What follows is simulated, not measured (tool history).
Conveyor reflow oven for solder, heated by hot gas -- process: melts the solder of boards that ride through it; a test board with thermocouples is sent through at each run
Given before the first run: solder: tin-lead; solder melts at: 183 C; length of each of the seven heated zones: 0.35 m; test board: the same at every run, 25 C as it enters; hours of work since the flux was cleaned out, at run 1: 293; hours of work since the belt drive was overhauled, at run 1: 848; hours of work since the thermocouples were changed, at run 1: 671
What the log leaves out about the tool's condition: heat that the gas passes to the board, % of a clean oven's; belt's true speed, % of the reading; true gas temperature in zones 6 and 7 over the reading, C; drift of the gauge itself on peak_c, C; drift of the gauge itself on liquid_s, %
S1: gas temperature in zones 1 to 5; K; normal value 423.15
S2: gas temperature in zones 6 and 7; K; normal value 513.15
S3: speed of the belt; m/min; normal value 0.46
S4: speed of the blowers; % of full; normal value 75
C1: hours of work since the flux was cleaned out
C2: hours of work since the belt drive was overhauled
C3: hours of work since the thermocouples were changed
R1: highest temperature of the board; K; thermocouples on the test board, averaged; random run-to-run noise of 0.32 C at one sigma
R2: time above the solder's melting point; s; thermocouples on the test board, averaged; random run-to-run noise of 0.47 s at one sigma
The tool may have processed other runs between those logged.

run   hour      S1      S2     S3  S4   C1    C2    C3      R1     R2
  1      0  423.15  513.15   0.46  75  293   848   671  493.55   78.5
        14  -- flux residue cleaned out of gas plates and filters
  2   35.9  423.15  513.15   0.46  75   16   870   693  490.45   73.9
  3   56.2  423.15  513.15   0.46  75   31   885   708  491.35   75.2
  4   80.6  423.15  513.15   0.46  55   49   903   726  485.35   67.6
  5  108.7  423.15  513.15   0.46  55   70   924   747  485.25   67.5
       123  -- flux residue cleaned out of gas plates and filters, once more
  6  128.4  426.15  513.15   0.46  75    4   934   758  498.55   83.3
  7  145.2  423.15  513.15   0.46  75   16   947   770  497.95   81.1
  8  167.2  423.15  513.15   0.46  75   32   963   786  497.55   81.4
  9  197.7  423.15  513.15   0.46  75   55   985   809  497.75   80.7
 10  212.4  423.15  513.15  0.372  75   66   996   819  503.45  106.1
 11  235.4  423.15  513.15  0.424  75   83  1013   836  500.15   90.6
 12  252.4  423.15  513.15  0.424  75   95  1026   849  499.85     91
 13  283.8  423.15  513.15   0.46  72  118  1049   872  495.95   80.1
 14  306.3  423.15  523.15   0.46  75  135  1065   888  505.35   86.3
 15  322.9  423.15  523.15   0.46  75  147  1077   901  504.75   87.4
 16  348.2  423.15  523.15   0.46  63  165  1096   919  501.95   84.4
 17  368.8  416.15  505.15   0.46  70  181  1111   934  487.05   67.6
 18  401.5  435.15  513.15   0.46  80  205  1135   958  500.15   89.4
 19  432.1  420.15  512.15  0.528  70  227  1158   981  488.75   61.1
 20  452.9  412.15  519.15  0.462  62  242  1173   996  494.25   73.3
 21  473.9  412.15  519.15  0.462  62  258  1188  1011  494.45     73
 22  497.2  416.15  504.15   0.46  75  275  1205  1029  487.25   68.2
     535.8  -- flux residue cleaned out of gas plates and filters
 23  535.8  423.15  505.15   0.46  75    0  1230  1053  492.85   77.6
 24  569.9  423.15  525.15  0.504  89   25  1255  1078  509.35   80.9
 25  596.1  423.15  513.15   0.46  89   44  1274  1098  501.65   84.8
 26  625.4  424.15  502.15  0.481  65   66  1296  1119  485.65   68.2
 27  641.1  424.15  502.15  0.481  65   77  1307  1131  486.45   68.8
 28  660.4  421.15  527.15  0.404  54   92  1322  1145  509.15  101.1
     692.5  -- belt drive overhauled, speed set with a stopwatch
 29  700.1  438.15  506.15   0.46  80  118     6  1171  494.55   86.1
 30  716.8  432.15  503.15   0.46  75  130    18  1183  490.45   78.1
 31  750.7  432.15  503.15   0.46  75  155    43  1208  490.05   78.3

Hidden state at the last listed run before each entry between runs and at the first one after, where it differs:
Run 1 -> run 2: flux residue cleaned out of gas plates and filters (hour 14)
  heat that the gas passes to the board, % of a clean oven's: 86.3 -> 78.2; belt's true speed, % of the reading: 97.84 -> 97.78; true gas temperature in zones 6 and 7 over the reading, C: 1.38 -> 1.43
  measured minus no-state result, R1: -2.3 -> -5.2 K; R2: -0.6 -> -3.8 s
Run 5 -> run 6: flux residue cleaned out of gas plates and filters, once more (hour 123)
  heat that the gas passes to the board, % of a clean oven's: 76.4 -> 98.4; belt's true speed, % of the reading: 97.62 -> 97.59; true gas temperature in zones 6 and 7 over the reading, C: 1.56 -> 1.58
  measured minus no-state result, R1: -5.3 -> +1.6 K; R2: -5.4 -> +3.2 s
Run 22 -> run 23: flux residue cleaned out of gas plates and filters (hour 535.8)
  heat that the gas passes to the board, % of a clean oven's: 87.6 -> 99.7; belt's true speed, % of the reading: 96.85 -> 96.78; true gas temperature in zones 6 and 7 over the reading, C: 2.21 -> 2.27
  measured minus no-state result, R1: -0.8 -> +2.7 K; R2: +0.5 -> +5 s
Run 28 -> run 29: belt drive overhauled, speed set with a stopwatch (hour 692.5)
  heat that the gas passes to the board, % of a clean oven's: 95.8 -> 94.7; belt's true speed, % of the reading: 96.53 -> 99.9; true gas temperature in zones 6 and 7 over the reading, C: 2.49 -> 2.54
  measured minus no-state result, R1: +2.3 -> +1 K; R2: +5.2 -> +0.5 s
